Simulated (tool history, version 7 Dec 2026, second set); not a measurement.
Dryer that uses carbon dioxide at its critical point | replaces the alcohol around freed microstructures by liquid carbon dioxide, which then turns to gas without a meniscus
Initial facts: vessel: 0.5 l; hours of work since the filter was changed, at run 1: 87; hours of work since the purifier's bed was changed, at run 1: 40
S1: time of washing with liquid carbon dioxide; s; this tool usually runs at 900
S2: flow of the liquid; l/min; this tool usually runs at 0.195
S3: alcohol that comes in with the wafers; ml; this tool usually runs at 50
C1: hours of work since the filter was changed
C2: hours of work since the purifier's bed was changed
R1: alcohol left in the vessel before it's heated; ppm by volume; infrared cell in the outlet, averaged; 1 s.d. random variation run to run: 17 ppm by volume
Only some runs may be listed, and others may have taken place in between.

Run 1, day 0.000: usual settings; C1 87; C2 40. Result: R1 1308 ppm by volume.
Run 2, day 0.704: usual settings; C1 96; C2 48. Result: R1 1342 ppm by volume.
Run 3, day 1.504: usual settings; C1 105; C2 57. Result: R1 1397 ppm by volume.
Run 4, day 2.175: usual settings; C1 113; C2 65. Result: R1 1369 ppm by volume.
Run 5, day 2.950: usual settings; C1 122; C2 75. Result: R1 1399 ppm by volume.
Run 6, day 3.433: usual settings; C1 128; C2 80. Result: R1 1371 ppm by volume.
Run 7, day 4.396: usual settings; C1 139; C2 92. Result: R1 1451 ppm by volume.
Run 8, day 5.312: usual settings; C1 150; C2 103. Result: R1 1470 ppm by volume.
Run 9, day 6.262: usual settings; C1 162; C2 114. Result: R1 1494 ppm by volume.
Run 10, day 6.867: usual settings; C1 169; C2 121. Result: R1 1543 ppm by volume.
Run 11, day 7.658: usual settings but S3 78 ml; C1 178; C2 131. Result: R1 2390 ppm by volume.
Run 12, day 8.371: usual settings but S2 0.248 l/min; C1 187; C2 139. Result: R1 496 ppm by volume.
Run 13, day 9.058: usual settings but S2 0.124 l/min; C1 195; C2 147. Result: R1 7258 ppm by volume.
Run 14, day 9.504: usual settings but S2 0.124 l/min; C1 200; C2 153. Result: R1 7455 ppm by volume.
Run 15, day 10.254: usual settings but S2 0.124 l/min; C1 209; C2 162. Result: R1 7261 ppm by volume.
Run 16, day 10.871: usual settings but S2 0.124 l/min; C1 216; C2 169. Result: R1 7738 ppm by volume.
Run 17, day 11.550: usual settings but S1 840 s; C1 225; C2 177. Result: R1 2158 ppm by volume.
Run 18, day 12.146: usual settings but S1 840 s; C1 232; C2 184. Result: R1 2247 ppm by volume.
Run 19, day 13.054: usual settings but S1 840 s; C1 242; C2 195. Result: R1 2278 ppm by volume.
Run 20, day 13.558: usual settings but S1 840 s; C1 248; C2 201. Result: R1 2262 ppm by volume.
Run 21, day 14.171: usual settings but S1 840 s; C1 256; C2 208. Result: R1 2288 ppm by volume.
Run 22, day 15.067: usual settings but S1 840 s; C1 266; C2 219. Result: R1 2307 ppm by volume.
Run 23, day 15.992: usual settings; C1 277; C2 230. Result: R1 1788 ppm by volume.
Run 24, day 16.917: usual settings; C1 288; C2 241. Result: R1 1786 ppm by volume.
Run 25, day 17.421: usual settings but S1 1260 s; C1 294; C2 247. Result: R1 404 ppm by volume.
Run 26, day 18.062: usual settings but S1 840 s, S2 0.327 l/min, S3 83 ml; C1 302; C2 254. Result: R1 327 ppm by volume.
Run 27, day 18.733: usual settings but S1 660 s, S3 25 ml; C1 310; C2 262. Result: R1 2714 ppm by volume.
Run 28, day 19.300: usual settings but S1 660 s, S3 25 ml; C1 317; C2 269. Result: R1 2811 ppm by volume.
Run 29, day 19.825: usual settings but S1 660 s, S3 25 ml; C1 323; C2 275. Result: R1 2851 ppm by volume.
Run 30, day 20.258: usual settings but S2 0.122 l/min, S3 51 ml; C1 328; C2 280. Result: R1 9108 ppm by volume.
Run 31, day 21.004: usual settings but S1 720 s, S2 0.122 l/min, S3 74 ml; C1 337; C2 289. Result: R1 21359 ppm by volume.
Run 32, day 21.525: usual settings but S1 1320 s, S2 0.223 l/min, S3 89 ml; C1 343; C2 296. Result: R1 255 ppm by volume.
Run 33, day 22.458: usual settings but S1 540 s, S2 0.316 l/min; C1 354; C2 307. Result: R1 2234 ppm by volume.
Run 34, day 23.221: usual settings but S1 720 s, S3 63 ml; C1 363; C2 316. Result: R1 5673 ppm by volume.
Run 35, day 24.029: usual settings but S2 0.325 l/min, S3 63 ml; C1 373; C2 325. Result: R1 210 ppm by volume.
Run 36, day 24.662: usual settings but S2 0.325 l/min, S3 63 ml; C1 380; C2 333. Result: R1 215 ppm by volume.
Run 37, day 25.496: usual settings but S1 960 s, S2 0.136 l/min, S3 57 ml; C1 390; C2 343. Result: R1 6787 ppm by volume.
Run 38, day 26.012: usual settings but S1 960 s, S2 0.284 l/min, S3 26 ml; C1 396; C2 349. Result: R1 162 ppm by volume.
Run 39, day 26.612: usual settings but S1 1320 s, S2 0.174 l/min, S3 40 ml; C1 404; C2 356. Result: R1 561 ppm by volume.
Run 40, day 27.188: usual settings but S1 720 s, S2 0.256 l/min, S3 117 ml; C1 410; C2 363. Result: R1 4228 ppm by volume.
Run 41, day 27.929: usual settings but S1 1080 s, S2 0.139 l/min, S3 42 ml; C1 419; C2 372. Result: R1 3352 ppm by volume.
Run 42, day 28.417: usual settings but S1 1080 s, S2 0.251 l/min, S3 39 ml; C1 425; C2 378. Result: R1 248 ppm by volume.
Run 43, day 29.017: usual settings but S1 1320 s; C1 432; C2 385. Result: R1 420 ppm by volume.
Run 44, day 29.979: usual settings but S1 1320 s; C1 444; C2 396. Result: R1 445 ppm by volume.
At day 30.608: inlet filter changed.
Run 45, day 30.608: usual settings but S1 840 s, S3 33 ml; C1 0; C2 403. Result: R1 1022 ppm by volume.
Run 46, day 31.471: usual settings but S1 600 s, S2 0.243 l/min, S3 104 ml; C1 10; C2 413. Result: R1 5060 ppm by volume.
Run 47, day 31.979: usual settings but S1 1440 s, S2 0.124 l/min, S3 84 ml; C1 16; C2 419. Result: R1 1881 ppm by volume.

For each entry between runs, how does the tool's hidden state at the last listed run before it compare with that at the first listed run after it?
In the gap between runs 44 and 45: inlet filter changed (day 30.608)
  flow that reaches the vessel past the clogged filter, %: 82.9 -> 99.5; alcohol in the recycled carbon dioxide, ppm: 24.3 -> 24.6
  measured value less the no-hidden-state value, R1: +306 -> +40 ppm by volume

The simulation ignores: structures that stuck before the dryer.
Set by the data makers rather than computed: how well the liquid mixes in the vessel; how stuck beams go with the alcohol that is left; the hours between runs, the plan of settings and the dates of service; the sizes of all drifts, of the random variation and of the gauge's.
